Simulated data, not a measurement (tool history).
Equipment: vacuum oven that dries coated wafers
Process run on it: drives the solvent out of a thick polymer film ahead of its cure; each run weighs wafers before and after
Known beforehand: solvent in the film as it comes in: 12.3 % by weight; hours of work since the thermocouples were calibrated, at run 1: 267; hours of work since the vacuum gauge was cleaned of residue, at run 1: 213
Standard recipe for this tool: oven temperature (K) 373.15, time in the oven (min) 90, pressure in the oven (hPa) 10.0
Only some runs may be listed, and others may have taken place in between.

run	hour	oven temperature (K)	time in the oven (min)	pressure in the oven (hPa)	hours of work since the thermocouples were calibrated	hours of work since the vacuum gauge was cleaned of residue	solvent left in the film (%)
1	0.0	373.15	90	10.0	267	213	2.03
2	14.0	373.15	90	10.0	274	220	2.08
3	36.4	373.15	90	10.0	286	232	2.16
4	53.7	373.15	90	10.0	294	240	2.07
5	66.5	383.15	90	10.0	301	247	0.97
6	87.1	383.15	90	10.0	312	258	0.97
7	109.6	373.15	90	10.0	323	269	2.12
8	133.5	373.15	90	10.0	336	282	2.05
9	145.8	373.15	90	10.0	342	288	2.12
10	155.6	377.15	90	10.0	347	293	1.58
# hour 159.5: oven's thermocouples calibrated
11	173.5	377.15	90	10.0	7	301	1.56
12	189.5	373.15	90	10.0	15	310	2.12
13	206.9	373.15	90	11.3	24	319	2.18
14	221.4	373.15	90	10.0	32	326	2.06

Estimate the outcome of run 15 from the log above:
15	234.8	373.15	90	10.0	39	333	?

{"run 15": {"solvent left in the film (%)": 2.13}}
With no hidden state in the tool, this same run would have given solvent left in the film (%) 1.94.

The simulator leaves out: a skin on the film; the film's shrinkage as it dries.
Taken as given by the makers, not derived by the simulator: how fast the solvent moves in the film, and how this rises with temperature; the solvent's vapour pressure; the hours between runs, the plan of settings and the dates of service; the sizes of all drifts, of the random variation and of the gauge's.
